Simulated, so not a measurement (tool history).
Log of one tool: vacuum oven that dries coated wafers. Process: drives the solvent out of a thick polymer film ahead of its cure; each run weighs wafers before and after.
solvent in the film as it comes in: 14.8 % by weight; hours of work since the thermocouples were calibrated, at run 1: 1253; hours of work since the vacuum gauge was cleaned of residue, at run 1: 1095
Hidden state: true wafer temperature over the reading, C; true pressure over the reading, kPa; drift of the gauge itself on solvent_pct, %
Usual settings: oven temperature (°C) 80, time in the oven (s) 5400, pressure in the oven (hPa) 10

run,day,oven temperature (°C),time in the oven (s),pressure in the oven (hPa),hours of work since the thermocouples were calibrated,hours of work since the vacuum gauge was cleaned of residue,solvent left in the film (%)
1,0,80,5400,10,1253,1095,3.12
2,1.821,80,5400,10,1281,1124,3.07
3,3.1,80,5220,10,1301,1143,3.2
4,4.167,80,5220,10,1318,1160,3.2
5,5.4,80,5220,10,1337,1179,3.22
6,7.088,80,5220,21.4,1363,1206,4.23
7,7.888,80,5400,10,1376,1218,3.12
8,9.271,80,5400,10,1397,1239,3.04
9,11.15,80,6720,10,1426,1269,2.44
10,13.046,80,6720,10,1456,1298,2.46
11,14.775,80,6720,10,1483,1325,2.42
12,15.65,74,3180,5.6,1496,1339,6.39
13,16.867,86,5400,11.5,1515,1358,2.02
14,17.638,88,2760,28.9,1527,1370,4.79
15,18.817,69,4080,13.8,1546,1388,7.34

Forecast run 16:
16,19.646,69,4080,13.8,1559,1401,?

Run 16 gave solvent left in the film (%) 7.32.
Without the tool's hidden state the same run would have given solvent left in the film (%) 7.62.

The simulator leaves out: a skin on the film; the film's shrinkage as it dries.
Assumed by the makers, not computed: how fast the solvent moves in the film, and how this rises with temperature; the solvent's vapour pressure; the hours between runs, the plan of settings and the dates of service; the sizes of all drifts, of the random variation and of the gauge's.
